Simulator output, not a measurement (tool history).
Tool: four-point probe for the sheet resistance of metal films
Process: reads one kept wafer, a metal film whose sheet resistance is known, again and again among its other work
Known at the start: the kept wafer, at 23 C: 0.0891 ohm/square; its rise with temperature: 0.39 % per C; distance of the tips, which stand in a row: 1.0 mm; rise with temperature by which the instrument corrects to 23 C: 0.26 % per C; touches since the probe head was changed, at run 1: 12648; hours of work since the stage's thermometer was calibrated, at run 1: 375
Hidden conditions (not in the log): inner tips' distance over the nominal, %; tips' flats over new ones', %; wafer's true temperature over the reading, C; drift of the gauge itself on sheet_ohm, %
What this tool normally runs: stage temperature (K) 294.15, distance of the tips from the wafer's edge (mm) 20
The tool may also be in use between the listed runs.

run   hour  stage temperature (K)  distance of the tips from the wafer's edge (mm)  touches since the probe head was changed  hours of work since the stage's thermometer was calibrated  sheet resistance as the instrument gives it (ohm/square)
  1      0                 294.15                                               20                                     12648                                                         375                                                  0.089591
  2   18.2                 295.15                                               20                                     12857                                                         385                                                  0.089702
  3   41.8                 295.15                                               20                                     13129                                                         398                                                  0.089714
  4     56                 298.15                                               20                                     13293                                                         406                                                  0.090049
  5   79.8                 298.15                                               20                                     13567                                                         419                                                  0.090062
  6    102                 298.15                                               20                                     13823                                                         431                                                  0.090083
  7  118.1                 298.15                                               20                                     14008                                                         440                                                  0.090071
  8  136.5                 298.15                                               20                                     14220                                                         450                                                  0.090074
  9  148.7                 298.15                                               20                                     14362                                                         457                                                  0.090053
 10  174.9                 296.15                                               20                                     14662                                                         471                                                  0.089856
 11  191.5                 296.15                                               20                                     14855                                                         481                                                  0.089848
 12  216.2                 295.15                                               20                                     15139                                                         494                                                  0.089696
 13  243.6                 295.15                                               20                                     15455                                                         509                                                  0.089718
 14  268.7                 295.15                                               20                                     15743                                                         523                                                  0.089705
 15  294.7                 294.15                                               20                                     16044                                                         538                                                  0.089603
 16  314.6                 294.15                                               20                                     16273                                                         549                                                  0.089634
 17  335.7                 294.15                                               20                                     16515                                                         560                                                   0.08961
 18  348.3                 294.15                                               20                                     16661                                                         567                                                  0.089648
 19  372.8                 294.15                                               20                                     16944                                                         581                                                  0.089658
 20  398.8                 303.15                                               33                                     17243                                                         595                                                  0.090607
 21  425.4                 307.15                                               17                                     17550                                                         610                                                  0.091173
 22  438.2                 299.15                                               13                                     17697                                                         617                                                  0.090407
 23  462.2                 301.15                                                3                                     17973                                                         630                                                  0.095428
 24  474.9                 291.15                                               50                                     18120                                                         637                                                  0.089148
 25  491.8                 300.15                                                9                                     18315                                                         646                                                  0.090864
 26  516.7                 300.15                                                9                                     18601                                                         660                                                  0.090822
 27  541.6                 306.15                                                9                                     18889                                                         674                                                  0.091538
 28  557.9                 296.15                                               20                                     19076                                                         683                                                   0.08991
 29  578.9                 301.15                                               11                                     19319                                                         694                                                  0.090755
 30  603.3                 301.15                                               11                                     19599                                                         708                                                  0.090781
 31  621.3                 301.15                                               11                                     19808                                                         718                                                  0.090744
 32  642.3                 297.15                                                4                                     20049                                                         729                                                  0.092819
 33  663.1                 297.15                                                4                                     20289                                                         741                                                  0.092828
 34  687.7                 301.15                                                4                                     20572                                                         754                                                  0.093356
 35  713.2                 301.15                                                4                                     20866                                                         769                                                  0.093278
 36  739.7                 292.15                                                7                                     21171                                                         783                                                  0.090323
 37  757.4                 292.15                                                7                                     21375                                                         793                                                  0.090319
 38  782.2                 291.15                                               36                                     21661                                                         807                                                   0.08925

What if the next run were any one of these 5? Each begins from the tool's condition after run 38:
  A  809.2                 298.15                                                4                                     21973                                                         822                                                         ?
  B  809.2                 302.15                                                5                                     21973                                                         822                                                         ?
  C  809.2                 292.15                                               36                                     21973                                                         822                                                         ?
  D  809.2                 294.15                                               20                                     21973                                                         822                                                         ?
  E  809.2                 292.15                                               19                                     21973                                                         822                                                         ?

run  sheet resistance as the instrument gives it (ohm/square)
  A                                                  0.092954
  B                                                  0.092407
  C                                                  0.089387
  D                                                  0.089702
  E                                                  0.089468
With no hidden state in the tool, these same runs would have given:
run  sheet resistance as the instrument gives it (ohm/square)
  A                                                  0.092213
  B                                                  0.091672
  C                                                   0.08867
  D                                                  0.088984
  E                                                  0.088751
